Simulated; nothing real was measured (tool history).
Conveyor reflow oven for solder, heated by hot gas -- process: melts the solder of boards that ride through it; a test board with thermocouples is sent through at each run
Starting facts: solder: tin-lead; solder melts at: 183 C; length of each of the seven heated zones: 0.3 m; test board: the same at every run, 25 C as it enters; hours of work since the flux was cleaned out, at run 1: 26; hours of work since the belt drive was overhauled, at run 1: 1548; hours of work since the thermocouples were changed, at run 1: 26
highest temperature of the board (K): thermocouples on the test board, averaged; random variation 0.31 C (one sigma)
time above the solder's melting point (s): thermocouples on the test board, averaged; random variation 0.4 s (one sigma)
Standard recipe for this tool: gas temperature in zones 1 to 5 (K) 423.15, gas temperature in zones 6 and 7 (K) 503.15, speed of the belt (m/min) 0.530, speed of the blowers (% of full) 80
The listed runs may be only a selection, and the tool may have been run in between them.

| run | hour | gas temperature in zones 1 to 5 (K) | gas temperature in zones 6 and 7 (K) | speed of the belt (m/min) | speed of the blowers (% of full) | hours of work since the flux was cleaned out | hours of work since the belt drive was overhauled | hours of work since the thermocouples were changed | highest temperature of the board (K) | time above the solder's melting point (s) |
|---|---|---|---|---|---|---|---|---|---|---|
| 1 | 0.0 | 423.15 | 503.15 | 0.530 | 80 | 26 | 1548 | 26 | 491.95 | 56.5 |
|  | 9.5 | belt drive overhauled, speed set with a stopwatch |
| 2 | 75.7 | 423.15 | 503.15 | 0.530 | 80 | 62 | 34 | 62 | 492.05 | 56.4 |
| 3 | 145.0 | 423.15 | 503.15 | 0.530 | 72 | 97 | 69 | 97 | 490.85 | 55.5 |
| 4 | 181.5 | 423.15 | 501.15 | 0.530 | 80 | 116 | 88 | 116 | 489.95 | 55.2 |
| 5 | 215.7 | 423.15 | 501.15 | 0.530 | 80 | 133 | 105 | 133 | 490.35 | 56.2 |
| 6 | 276.7 | 423.15 | 503.15 | 0.530 | 80 | 165 | 136 | 165 | 491.65 | 56.7 |
| 7 | 317.2 | 423.15 | 503.15 | 0.530 | 80 | 185 | 157 | 185 | 491.95 | 56.6 |
|  | 326.9 | flux residue cleaned out of gas plates and filters |
| 8 | 373.9 | 423.15 | 503.15 | 0.530 | 52 | 24 | 183 | 212 | 487.25 | 52.7 |
| 9 | 433.8 | 426.15 | 503.15 | 0.530 | 80 | 54 | 214 | 242 | 492.15 | 58.1 |
| 10 | 506.7 | 423.15 | 498.15 | 0.530 | 80 | 92 | 251 | 279 | 486.85 | 54.0 |
| 11 | 540.8 | 423.15 | 498.15 | 0.530 | 80 | 109 | 268 | 297 | 487.45 | 53.8 |
| 12 | 573.7 | 423.15 | 498.15 | 0.530 | 80 | 126 | 285 | 314 | 487.85 | 53.7 |
| 13 | 653.4 | 423.15 | 498.15 | 0.530 | 80 | 166 | 326 | 354 | 487.35 | 53.7 |
|  | 699.3 | flux residue cleaned out of gas plates and filters |
| 14 | 710.7 | 423.15 | 503.15 | 0.530 | 80 | 6 | 352 | 381 | 492.25 | 56.5 |
| 15 | 766.0 | 423.15 | 503.15 | 0.530 | 80 | 34 | 381 | 409 | 492.05 | 56.6 |
| 16 | 833.9 | 435.15 | 503.15 | 0.510 | 69 | 69 | 415 | 444 | 493.45 | 64.7 |
| 17 | 902.3 | 417.15 | 504.15 | 0.544 | 85 | 104 | 450 | 479 | 492.25 | 52.8 |
| 18 | 948.9 | 417.15 | 504.15 | 0.544 | 85 | 127 | 474 | 502 | 491.95 | 53.3 |
| 19 | 984.7 | 423.15 | 511.15 | 0.530 | 80 | 146 | 492 | 521 | 499.05 | 60.4 |
| 20 | 1046.2 | 423.15 | 501.15 | 0.530 | 58 | 177 | 524 | 552 | 487.05 | 52.4 |
|  | 1073.1 | flux residue cleaned out of gas plates and filters |
| 21 | 1111.1 | 432.15 | 493.15 | 0.530 | 64 | 19 | 554 | 583 | 482.25 | 53.3 |
| 22 | 1145.4 | 432.15 | 493.15 | 0.530 | 64 | 37 | 572 | 600 | 483.45 | 54.3 |
| 23 | 1208.1 | 411.15 | 494.15 | 0.530 | 66 | 69 | 604 | 632 | 480.25 | 42.2 |
| 24 | 1288.2 | 411.15 | 494.15 | 0.444 | 52 | 110 | 644 | 673 | 482.15 | 54.2 |
| 25 | 1352.4 | 411.15 | 494.15 | 0.444 | 80 | 142 | 677 | 706 | 485.85 | 59.9 |
| 26 | 1408.5 | 437.15 | 516.15 | 0.434 | 62 | 171 | 706 | 734 | 506.85 | 84.5 |
|  | 1446.4 | flux residue cleaned out of gas plates and filters |
| 27 | 1478.2 | 437.15 | 516.15 | 0.434 | 62 | 16 | 739 | 767 | 507.15 | 84.2 |
| 28 | 1544.3 | 437.15 | 516.15 | 0.434 | 62 | 50 | 772 | 801 | 507.35 | 84.0 |
| 29 | 1603.4 | 409.15 | 516.15 | 0.541 | 62 | 80 | 803 | 831 | 497.55 | 52.9 |
| 30 | 1674.7 | 423.15 | 494.15 | 0.530 | 80 | 116 | 839 | 867 | 484.25 | 51.4 |

For each entry between runs, how does the tool's hidden state at the last listed run before it compare with that at the first listed run after it?
After run 1, before run 2: belt drive overhauled, speed set with a stopwatch (hour 9.5)
  belt's true speed, % of the reading: 99.83 -> 100
After run 7, before run 8: flux residue cleaned out of gas plates and filters (hour 326.9)
  heat that the gas passes to the board, % of a clean oven's: 99.7 -> 99.9; belt's true speed, % of the reading: 99.99 -> 99.98
After run 13, before run 14: flux residue cleaned out of gas plates and filters (hour 699.3)
  heat that the gas passes to the board, % of a clean oven's: 99.7 -> 100
After run 20, before run 21: flux residue cleaned out of gas plates and filters (hour 1073.1)
  heat that the gas passes to the board, % of a clean oven's: 99.7 -> 100
After run 26, before run 27: flux residue cleaned out of gas plates and filters (hour 1446.4)
  heat that the gas passes to the board, % of a clean oven's: 99.8 -> 99.9; true gas temperature in zones 6 and 7 over the reading, C: 0.09 -> 0.1
